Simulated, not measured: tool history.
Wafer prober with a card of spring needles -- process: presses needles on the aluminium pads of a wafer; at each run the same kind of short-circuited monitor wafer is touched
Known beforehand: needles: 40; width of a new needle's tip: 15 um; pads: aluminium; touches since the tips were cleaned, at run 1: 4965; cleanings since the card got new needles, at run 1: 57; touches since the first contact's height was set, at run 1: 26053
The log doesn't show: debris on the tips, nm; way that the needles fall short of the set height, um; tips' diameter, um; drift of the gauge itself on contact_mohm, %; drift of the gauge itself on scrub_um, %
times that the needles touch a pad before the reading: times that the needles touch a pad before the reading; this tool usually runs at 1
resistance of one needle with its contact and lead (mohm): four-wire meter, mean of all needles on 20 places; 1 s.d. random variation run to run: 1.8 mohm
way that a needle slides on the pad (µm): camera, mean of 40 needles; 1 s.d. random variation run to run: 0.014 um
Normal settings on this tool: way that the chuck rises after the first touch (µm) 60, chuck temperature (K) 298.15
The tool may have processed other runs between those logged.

run,hour,way that the chuck rises after the first touch (µm),chuck temperature (K),times that the needles touch a pad before the reading,touches since the tips were cleaned,cleanings since the card got new needles,touches since the first contact's height was set,resistance of one needle with its contact and lead (mohm),way that a needle slides on the pad (µm)
1,0.0,60,298.15,1,4965,57,26053,397,16.06
# hour 5.9: tips cleaned on abrasive film
# hour 20.3: tips cleaned on abrasive film
# hour 33.3: tips cleaned on abrasive film
2,33.7,60,298.15,1,221,60,45954,220,15.97
# hour 46.0: tips cleaned on abrasive film
# hour 58.9: tips cleaned on abrasive film
3,66.5,60,298.15,1,4524,62,65392,404,15.95
# hour 72.4: tips cleaned on abrasive film
# hour 87.0: tips cleaned on abrasive film
# hour 87.3: height of the first contact set anew
4,91.0,60,298.15,1,2209,64,2209,305,16.15
# hour 94.1: tips cleaned on abrasive film, once more
# hour 107.1: tips cleaned on abrasive film
# hour 120.5: tips cleaned on abrasive film
5,122.1,60,298.15,1,909,67,20513,263,16.06
# hour 132.6: tips cleaned on abrasive film
# hour 146.7: tips cleaned on abrasive film
6,158.2,60,322.15,1,6866,69,41922,458,16.02
# hour 161.2: tips cleaned on abrasive film
# hour 175.5: tips cleaned on abrasive film
# hour 189.4: tips cleaned on abrasive film
# hour 203.3: tips cleaned on abrasive film
7,205.9,60,322.15,1,1558,73,70113,304,15.90
# hour 216.9: tips cleaned on abrasive film
# hour 220.1: height of the first contact set anew
# hour 231.3: tips cleaned on abrasive film
8,233.9,60,298.15,1,1577,75,8148,295,16.13
# hour 244.7: tips cleaned on abrasive film
# hour 259.5: tips cleaned on abrasive film
# hour 273.5: tips cleaned on abrasive film
9,277.5,64,298.15,1,2400,78,33959,335,17.10
# hour 286.2: tips cleaned on abrasive film
# hour 300.6: tips cleaned on abrasive film
# hour 313.5: tips cleaned on abrasive film
10,321.2,64,298.15,1,4577,81,59798,397,17.03
# hour 327.2: tips cleaned on abrasive film
# hour 341.4: tips cleaned on abrasive film
# hour 350.2: height of the first contact set anew
# hour 355.4: tips cleaned on abrasive film
11,358.8,64,298.15,1,2057,84,5105,326,17.20
# hour 369.3: tips cleaned on abrasive film
# hour 383.4: tips cleaned on abrasive film
# hour 396.4: tips cleaned on abrasive film
12,407.6,60,298.15,1,6661,87,33951,481,16.03
# hour 410.6: tips cleaned on abrasive film
# hour 424.4: tips cleaned on abrasive film
# hour 437.8: tips cleaned on abrasive film
13,440.1,60,298.15,1,1378,90,53178,299,15.97
# hour 451.5: tips cleaned on abrasive film
# hour 464.9: tips cleaned on abrasive film
14,469.2,60,298.15,1,2583,92,70396,371,15.88
# hour 477.9: tips cleaned on abrasive film
# hour 480.9: height of the first contact set anew
# hour 492.3: tips cleaned on abrasive film
# hour 507.0: tips cleaned on abrasive film
15,514.5,60,298.15,1,4509,95,19935,437,16.09
# hour 520.4: tips cleaned on abrasive film
# hour 534.7: tips cleaned on abrasive film
16,536.9,41,298.15,1,1278,97,33115,447,10.94
# hour 548.8: tips cleaned on abrasive film
# hour 561.7: tips cleaned on abrasive film
17,561.7,41,367.15,1,0,99,47822,265,10.88
# hour 574.1: tips cleaned on abrasive film
# hour 587.7: tips cleaned on abrasive film
18,588.1,67,304.15,1,246,101,63424,232,17.82
# hour 601.8: tips cleaned on abrasive film
# hour 610.9: height of the first contact set anew
# hour 616.3: tips cleaned on abrasive film
19,624.1,67,304.15,1,4667,103,7802,397,18.02
# hour 630.0: tips cleaned on abrasive film
# hour 644.2: tips cleaned on abrasive film
# hour 658.4: tips cleaned on abrasive film
20,659.3,43,299.15,1,487,106,28572,305,11.46
# hour 673.3: tips cleaned on abrasive film
# hour 688.1: tips cleaned on abrasive film
21,691.0,69,342.15,1,1716,108,47341,286,18.39
# hour 702.7: tips cleaned on abrasive film
# hour 714.7: tips cleaned on abrasive film
22,714.7,69,342.15,1,0,110,61379,207,18.36
# hour 729.2: tips cleaned on abrasive film
23,735.4,69,342.15,1,3710,111,73658,348,18.33
# hour 741.4: tips cleaned on abrasive film
# hour 741.7: height of the first contact set anew
# hour 754.3: tips cleaned on abrasive film
24,765.5,69,342.15,1,6661,113,14098,437,18.53
# hour 768.4: tips cleaned on abrasive film
# hour 780.3: tips cleaned on abrasive film
# hour 792.3: tips cleaned on abrasive film
# hour 807.2: tips cleaned on abrasive film
25,812.7,65,343.15,2,3302,117,42011,305,17.37
# hour 820.8: tips cleaned on abrasive film
# hour 835.3: tips cleaned on abrasive film
26,835.4,76,329.15,1,23,119,55378,203,20.28
# hour 848.1: tips cleaned on abrasive film
27,859.7,43,395.15,1,6875,120,69794,762,11.35
# hour 862.7: tips cleaned on abrasive film
# hour 873.6: height of the first contact set anew
# hour 876.2: tips cleaned on abrasive film
28,880.2,43,299.15,1,2380,122,3900,537,11.55
# hour 888.3: tips cleaned on abrasive film
# hour 902.7: tips cleaned on abrasive film
29,902.7,43,299.15,1,0,124,17209,253,11.50
# hour 917.5: tips cleaned on abrasive film
# hour 929.6: tips cleaned on abrasive film
30,929.6,43,299.15,1,0,126,33071,255,11.42

Measured less the same run without the tool's hidden state. The same run-to-run variation is in both; the gauge's scatter may not be:
run,resistance of one needle with its contact and lead (mohm),way that a needle slides on the pad (µm)
1,+219,-0.08
2,+39,-0.15
3,+224,-0.20
4,+126,+0.00
5,+87,-0.08
6,+272,-0.13
7,+114,-0.21
8,+115,-0.04
9,+153,-0.12
10,+218,-0.19
11,+148,-0.03
12,+302,-0.11
13,+121,-0.19
14,+192,-0.25
15,+257,-0.05
16,+259,-0.09
17,+63,-0.15
18,+50,-0.20
19,+216,-0.03
20,+121,-0.13
21,+96,-0.17
22,+20,-0.22
23,+161,-0.26
24,+248,-0.02
25,+117,-0.11
26,+18,-0.17
27,+553,-0.21
28,+350,-0.02
29,+65,-0.09
30,+66,-0.13
